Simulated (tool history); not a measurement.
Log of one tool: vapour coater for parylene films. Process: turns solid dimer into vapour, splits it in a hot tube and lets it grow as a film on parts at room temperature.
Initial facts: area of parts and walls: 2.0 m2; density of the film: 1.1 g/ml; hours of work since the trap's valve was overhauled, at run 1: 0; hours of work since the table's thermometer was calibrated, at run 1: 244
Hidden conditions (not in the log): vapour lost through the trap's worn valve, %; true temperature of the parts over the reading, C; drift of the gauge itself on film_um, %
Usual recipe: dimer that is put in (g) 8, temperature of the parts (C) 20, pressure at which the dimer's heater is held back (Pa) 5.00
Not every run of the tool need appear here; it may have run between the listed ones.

| run | hour | dimer that is put in (g) | temperature of the parts (C) | pressure at which the dimer's heater is held back (Pa) | hours of work since the trap's valve was overhauled | hours of work since the table's thermometer was calibrated | thickness of the film (µm) |
|---|---|---|---|---|---|---|---|
| 1 | 0.0 | 8 | 20 | 5.00 | 0 | 244 | 1.97 |
| 2 | 27.6 | 8 | 20 | 5.00 | 19 | 263 | 1.94 |
| 3 | 59.3 | 8 | 20 | 5.00 | 40 | 285 | 1.90 |
| 4 | 100.6 | 8 | 30 | 5.00 | 68 | 313 | 1.33 |
| 5 | 124.6 | 5 | 20 | 5.00 | 85 | 329 | 1.16 |
| 6 | 143.5 | 8 | 20 | 10.65 | 98 | 342 | 1.58 |
| 7 | 167.8 | 13 | 20 | 5.00 | 114 | 358 | 3.02 |
| 8 | 206.7 | 8 | 20 | 5.00 | 141 | 385 | 1.82 |
| 9 | 237.3 | 3 | 20 | 5.00 | 162 | 406 | 0.64 |
| 10 | 279.9 | 9 | 20 | 5.00 | 191 | 435 | 2.01 |
| 11 | 305.0 | 9 | 20 | 5.00 | 208 | 452 | 1.98 |
| 12 | 325.0 | 9 | 13 | 5.00 | 221 | 465 | 2.42 |
| 13 | 351.8 | 8 | 15 | 9.70 | 239 | 484 | 1.75 |
|  | 375.7 | trap's valve overhauled |
| 14 | 389.3 | 8 | 15 | 9.70 | 9 | 506 | 1.92 |
| 15 | 420.3 | 8 | 20 | 5.00 | 30 | 528 | 1.90 |
| 16 | 457.7 | 8 | 20 | 5.00 | 56 | 553 | 1.92 |
| 17 | 479.6 | 8 | 21 | 3.83 | 71 | 568 | 1.95 |
| 18 | 522.2 | 8 | 15 | 2.74 | 100 | 597 | 2.42 |
| 19 | 565.5 | 8 | 19 | 4.74 | 129 | 626 | 1.84 |
| 20 | 606.6 | 6 | 20 | 2.87 | 157 | 654 | 1.55 |
| 21 | 638.8 | 12 | 20 | 2.22 | 179 | 676 | 3.26 |
| 22 | 656.4 | 8 | 17 | 11.36 | 191 | 688 | 1.57 |
| 23 | 691.2 | 4 | 24 | 3.95 | 215 | 712 | 0.79 |
| 24 | 709.9 | 3 | 31 | 6.38 | 227 | 725 | 0.42 |

Hidden state at the last listed run before each entry between runs and at the first one after, where it differs:
Between runs 13 and 14: trap's valve overhauled (hour 375.7)
  vapour lost through the trap's worn valve, %: 10.7 -> 0.8; true temperature of the parts over the reading, C: 0.48 -> 0.5
  the result without the hidden state subtracted from the measured one, thickness of the film (µm): -0.24 -> -0.05

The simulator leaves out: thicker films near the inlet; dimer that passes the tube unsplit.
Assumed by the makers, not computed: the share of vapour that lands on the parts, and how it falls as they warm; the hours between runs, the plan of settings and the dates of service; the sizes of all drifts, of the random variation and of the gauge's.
